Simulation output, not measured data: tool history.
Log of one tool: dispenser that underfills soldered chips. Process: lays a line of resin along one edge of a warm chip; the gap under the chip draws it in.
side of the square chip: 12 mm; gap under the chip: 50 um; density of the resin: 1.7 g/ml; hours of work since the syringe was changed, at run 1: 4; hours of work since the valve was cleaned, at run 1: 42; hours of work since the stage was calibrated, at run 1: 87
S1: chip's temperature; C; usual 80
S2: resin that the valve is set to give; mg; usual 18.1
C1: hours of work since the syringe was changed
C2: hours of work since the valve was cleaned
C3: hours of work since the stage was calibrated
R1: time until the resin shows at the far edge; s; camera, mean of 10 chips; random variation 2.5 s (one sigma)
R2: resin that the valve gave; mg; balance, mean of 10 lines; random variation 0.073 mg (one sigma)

Run 1, hour 0.0: usual settings; C1 4; C2 42; C3 87. Result: R1 293.2 s, R2 17.50 mg.
Run 2, hour 3.4: usual settings but S2 17.5 mg; C1 6; C2 44; C3 89. Result: R1 330.0 s, R2 16.85 mg.
Run 3, hour 8.0: usual settings but S2 20.4 mg; C1 9; C2 47; C3 92. Result: R1 354.2 s, R2 19.67 mg.
At hour 8.7: new syringe of resin.
Run 4, hour 11.9: usual settings; C1 2; C2 49; C3 94. Result: R1 263.9 s, R2 17.23 mg.
Run 5, hour 15.5: usual settings; C1 4; C2 51; C3 96. Result: R1 289.9 s, R2 17.36 mg.
Run 6, hour 19.8: usual settings; C1 7; C2 54; C3 99. Result: R1 329.5 s, R2 17.35 mg.
At hour 23.7: new syringe of resin.
Run 7, hour 23.7: usual settings; C1 0; C2 56; C3 101. Result: R1 247.4 s, R2 17.29 mg.
Run 8, hour 29.1: usual settings; C1 3; C2 60; C3 105. Result: R1 285.2 s, R2 17.28 mg.
At hour 32.5: dispensing valve cleaned and set on the balance.
Run 9, hour 34.3: usual settings; C1 6; C2 1; C3 107. Result: R1 315.2 s, R2 18.01 mg.
Run 10, hour 39.3: usual settings but S2 21.3 mg; C1 9; C2 4; C3 110. Result: R1 355.8 s, R2 21.18 mg.
At hour 40.1: new syringe of resin.
Run 11, hour 43.8: usual settings but S2 21.3 mg; C1 2; C2 7; C3 113. Result: R1 267.4 s, R2 21.09 mg.
Run 12, hour 49.6: usual settings; C1 6; C2 10; C3 116. Result: R1 319.4 s, R2 17.84 mg.
Run 13, hour 52.1: usual settings but S1 84 C; C1 7; C2 12; C3 118. Result: R1 279.5 s, R2 17.86 mg.
At hour 55.3: new syringe of resin.
Run 14, hour 57.0: usual settings but S1 86 C; C1 1; C2 15; C3 121. Result: R1 196.2 s, R2 17.87 mg.
Run 15, hour 62.8: usual settings but S1 86 C; C1 5; C2 18; C3 124. Result: R1 233.0 s, R2 17.79 mg.
Run 16, hour 68.2: usual settings but S1 95 C; C1 8; C2 21; C3 127. Result: R1 183.2 s, R2 17.83 mg.
At hour 70.6: new syringe of resin.
Run 17, hour 71.2: usual settings but S1 95 C; C1 0; C2 23; C3 129. Result: R1 133.0 s, R2 17.70 mg.
Run 18, hour 75.8: usual settings but S1 95 C; C1 3; C2 26; C3 132. Result: R1 152.0 s, R2 17.76 mg.
Run 19, hour 79.4: usual settings but S1 95 C; C1 5; C2 28; C3 134. Result: R1 165.3 s, R2 17.68 mg.
Run 20, hour 85.1: usual settings but S1 95 C; C1 9; C2 32; C3 138. Result: R1 195.4 s, R2 17.64 mg.
At hour 85.8: new syringe of resin.
Run 21, hour 91.1: usual settings but S1 95 C; C1 3; C2 35; C3 141. Result: R1 154.6 s, R2 17.74 mg.
Run 22, hour 93.4: usual settings but S1 95 C; C1 5; C2 36; C3 143. Result: R1 168.5 s, R2 17.43 mg.
Run 23, hour 97.6: usual settings but S1 95 C; C1 7; C2 39; C3 145. Result: R1 185.1 s, R2 17.63 mg.
Run 24, hour 100.1: usual settings but S1 95 C; C1 9; C2 41; C3 147. Result: R1 195.6 s, R2 17.58 mg.
At hour 100.8: new syringe of resin.
Run 25, hour 104.3: usual settings but S1 76 C, S2 19.1 mg; C1 2; C2 43; C3 149. Result: R1 320.3 s, R2 18.50 mg.
Run 26, hour 107.9: usual settings but S1 85 C, S2 16.9 mg; C1 4; C2 45; C3 151. Result: R1 251.6 s, R2 16.19 mg.
Run 27, hour 113.7: usual settings but S1 74 C, S2 22.9 mg; C1 8; C2 49; C3 155. Result: R1 438.2 s, R2 22.05 mg.
At hour 115.8: new syringe of resin.
Run 28, hour 118.3: usual settings but S1 90 C, S2 18.5 mg; C1 2; C2 51; C3 157. Result: R1 176.1 s, R2 17.91 mg.
Run 29, hour 121.8: usual settings but S1 90 C, S2 18.5 mg; C1 4; C2 53; C3 160. Result: R1 192.7 s, R2 17.69 mg.
Run 30, hour 126.9: usual settings but S1 79 C, S2 17.1 mg; C1 7; C2 57; C3 163. Result: R1 357.2 s, R2 16.40 mg.
At hour 130.7: new syringe of resin.
Run 31, hour 132.6: usual settings but S1 88 C, S2 18.7 mg; C1 1; C2 60; C3 166. Result: R1 190.7 s, R2 17.69 mg.
At hour 135.6: dispensing valve cleaned and set on the balance.
Run 32, hour 136.5: usual settings but S1 88 C, S2 15.7 mg; C1 3; C2 1; C3 168. Result: R1 208.3 s, R2 15.70 mg.
Run 33, hour 139.8: usual settings but S2 15.6 mg; C1 5; C2 3; C3 170. Result: R1 321.8 s, R2 15.64 mg.
Run 34, hour 145.4: usual settings but S1 69 C, S2 21.6 mg; C1 8; C2 6; C3 173. Result: R1 578.2 s, R2 21.53 mg.
At hour 146.7: new syringe of resin.
Run 35, hour 151.1: usual settings but S1 69 C, S2 21.6 mg; C1 3; C2 9; C3 176. Result: R1 449.3 s, R2 21.47 mg.
Run 36, hour 155.3: usual settings but S2 20.8 mg; C1 5; C2 12; C3 179. Result: R1 304.4 s, R2 20.74 mg.
Run 37, hour 160.4: usual settings but S1 65 C, S2 20.8 mg; C1 8; C2 15; C3 182. Result: R1 696.0 s, R2 20.51 mg.

Forecast each of these 3 alternatives for the next run:
At hour 161.9: new syringe of resin.
Run A, hour 163.7: usual settings but S1 74 C, S2 22.4 mg; C1 1; C2 17; C3 184. Result: R1 ?, R2 ?.
At hour 161.9: new syringe of resin.
Run B, hour 163.7: usual settings but S1 76 C, S2 21.4 mg; C1 1; C2 17; C3 184. Result: R1 ?, R2 ?.
At hour 161.9: new syringe of resin.
Run C, hour 163.7: usual settings but S1 65 C, S2 17.2 mg; C1 1; C2 17; C3 184. Result: R1 ?, R2 ?.

run     R1     R2
  A  325.1  22.18
  B  303.8  21.30
  C  511.6  16.92
Without the tool's hidden state the same runs would have given:
run     R1     R2
  A  310.1  22.46
  B  289.8  21.58
  C  486.6  17.14

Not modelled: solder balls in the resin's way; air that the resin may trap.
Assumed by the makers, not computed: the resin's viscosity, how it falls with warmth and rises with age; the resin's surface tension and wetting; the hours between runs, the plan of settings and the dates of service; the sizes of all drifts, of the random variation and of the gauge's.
